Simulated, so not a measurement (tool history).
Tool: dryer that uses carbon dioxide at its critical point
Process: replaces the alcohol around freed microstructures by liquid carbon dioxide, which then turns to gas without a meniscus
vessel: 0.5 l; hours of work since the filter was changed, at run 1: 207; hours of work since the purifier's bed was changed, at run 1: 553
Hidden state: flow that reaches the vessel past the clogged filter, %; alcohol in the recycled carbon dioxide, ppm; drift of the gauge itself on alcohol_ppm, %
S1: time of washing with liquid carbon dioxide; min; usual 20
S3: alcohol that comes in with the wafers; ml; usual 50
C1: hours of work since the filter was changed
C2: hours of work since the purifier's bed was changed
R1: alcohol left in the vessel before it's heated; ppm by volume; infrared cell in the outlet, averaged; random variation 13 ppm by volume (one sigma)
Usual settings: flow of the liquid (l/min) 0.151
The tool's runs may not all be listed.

{"run": 1, "hour": 0.0, "S1": 20, "flow of the liquid (l/min)": 0.151, "S3": 50, "C1": 207, "C2": 553, "R1": 1248}
{"run": 2, "hour": 26.9, "S1": 30, "flow of the liquid (l/min)": 0.151, "S3": 50, "C1": 224, "C2": 571, "R1": 238}
{"run": 3, "hour": 55.8, "S1": 30, "flow of the liquid (l/min)": 0.151, "S3": 50, "C1": 243, "C2": 590, "R1": 258}
{"run": 4, "hour": 78.7, "S1": 30, "flow of the liquid (l/min)": 0.151, "S3": 50, "C1": 259, "C2": 605, "R1": 257}
{"hour": 88.0, "done": "inlet filter changed"}
{"run": 5, "hour": 105.3, "S1": 30, "flow of the liquid (l/min)": 0.151, "S3": 50, "C1": 11, "C2": 622, "R1": 203}
{"run": 6, "hour": 121.0, "S1": 24, "flow of the liquid (l/min)": 0.151, "S3": 50, "C1": 22, "C2": 633, "R1": 446}
{"run": 7, "hour": 139.2, "S1": 25, "flow of the liquid (l/min)": 0.184, "S3": 112, "C1": 34, "C2": 645, "R1": 293}
{"run": 8, "hour": 161.7, "S1": 25, "flow of the liquid (l/min)": 0.184, "S3": 112, "C1": 49, "C2": 659, "R1": 302}
{"run": 9, "hour": 175.2, "S1": 14, "flow of the liquid (l/min)": 0.184, "S3": 32, "C1": 58, "C2": 668, "R1": 1307}
{"run": 10, "hour": 193.3, "S1": 14, "flow of the liquid (l/min)": 0.184, "S3": 32, "C1": 70, "C2": 680, "R1": 1297}

Hidden state or all else? Some run-to-run changes of R1, split into what the settings, what came in and random variation would give without the hidden state, and what is left for the hidden state (with any gauge scatter that isn't in both results):
Run 1 -> 2: S1 20 -> 30. R1 -1010 ppm by volume: hidden state -271, all else -739.
